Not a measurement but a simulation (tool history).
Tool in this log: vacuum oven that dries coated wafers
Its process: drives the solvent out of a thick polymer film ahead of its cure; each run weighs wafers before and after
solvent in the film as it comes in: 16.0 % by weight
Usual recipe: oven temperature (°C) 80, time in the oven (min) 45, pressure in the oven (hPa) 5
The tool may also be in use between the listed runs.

run   hour  oven temperature (°C)  time in the oven (min)  pressure in the oven (hPa)  solvent left in the film (%)
  1      0                     80                      45                           5                          1.01
  2    7.6                     79                      45                           5                          1.19
  3   15.9                     79                      45                           5                          1.12
  4   29.6                     90                      45                           5                          0.38
  5   41.9                     80                      45                        8.42                          1.27
  6   56.4                     80                      45                           5                          0.99
  7   62.2                     80                      45                        5.41                          1.03
  8   76.4                     80                      45                        7.83                          1.27
  9   87.8                     80                      45                        7.83                          1.29
 10   94.9                     80                      45                        7.83                          1.28
 11  101.1                     80                      45                        7.83                          1.26
 12  107.1                     80                      45                        7.83                          1.19
 13    113                     80                      45                        7.83                          1.28
 14  118.9                     80                      45                        7.83                           1.3
 15  128.3                     82                      45                           5                          0.76
 16  138.5                     82                      45                           5                          0.75
 17  152.6                     80                      45                       15.61                          1.98
 18    159                     80                      45                       15.61                          1.98
 19  172.8                     88                      45                           5                           0.4
 20  179.2                     80                      45                        5.63                          1.05
 21  188.8                     80                      45                        5.63                          1.05
 22  202.3                     80                      45                           5                          0.99
 23  215.5                     80                      45                           5                          1.01
 24  229.5                     90                      71                        6.14                          0.42
 25  239.6                     90                      71                        6.14                          0.41
 26    246                     70                      71                        6.14                          2.07
 27  251.8                     70                      71                        6.14                          2.09
 28  259.2                     70                      34                        5.83                          4.86
 29  273.5                     70                      34                        5.83                          4.87
 30  285.7                     75                      22                        2.63                          4.66
 31  293.3                     95                      34                        4.01                          0.17
 32    306                     93                      35                       12.16                          0.77
 33  316.1                     79                      67                       17.73                          1.95
 34  327.8                     92                      41                        3.01                          0.23
 35    338                     91                      35                        5.15                          0.36
 36  347.8                     91                      35                        5.15                          0.38
 37    355                     91                      35                        5.15                          0.37
 38  364.7                     91                      35                        5.15                          0.39
 39  378.6                     94                      59                         4.4                          0.25
 40  385.6                     94                      37                        13.6                          0.77
 41  396.8                     94                      37                        13.6                          0.75
 42  404.7                     94                      37                        13.6                          0.79
 43  413.8                     94                      22                        4.19                          0.45
 44  424.9                     94                      58                       16.73                          0.95
 45  435.3                     68                      45                           5                          4.32
 46  442.8                     68                      45                           5                          4.32

Forecast each of these 3 alternatives for the next run:
  A  449.1                     73                      45                           5                             ?
  B  449.1                     75                      45                       19.33                             ?
  C  449.1                     68                      57                        6.65                             ?

run  solvent left in the film (%)
  A                           2.6
  B                          3.54
  C                          3.53
Stripped of hidden state, with their random variation kept, the same runs would have yielded:
run  solvent left in the film (%)
  A                          2.62
  B                          3.55
  C                          3.55
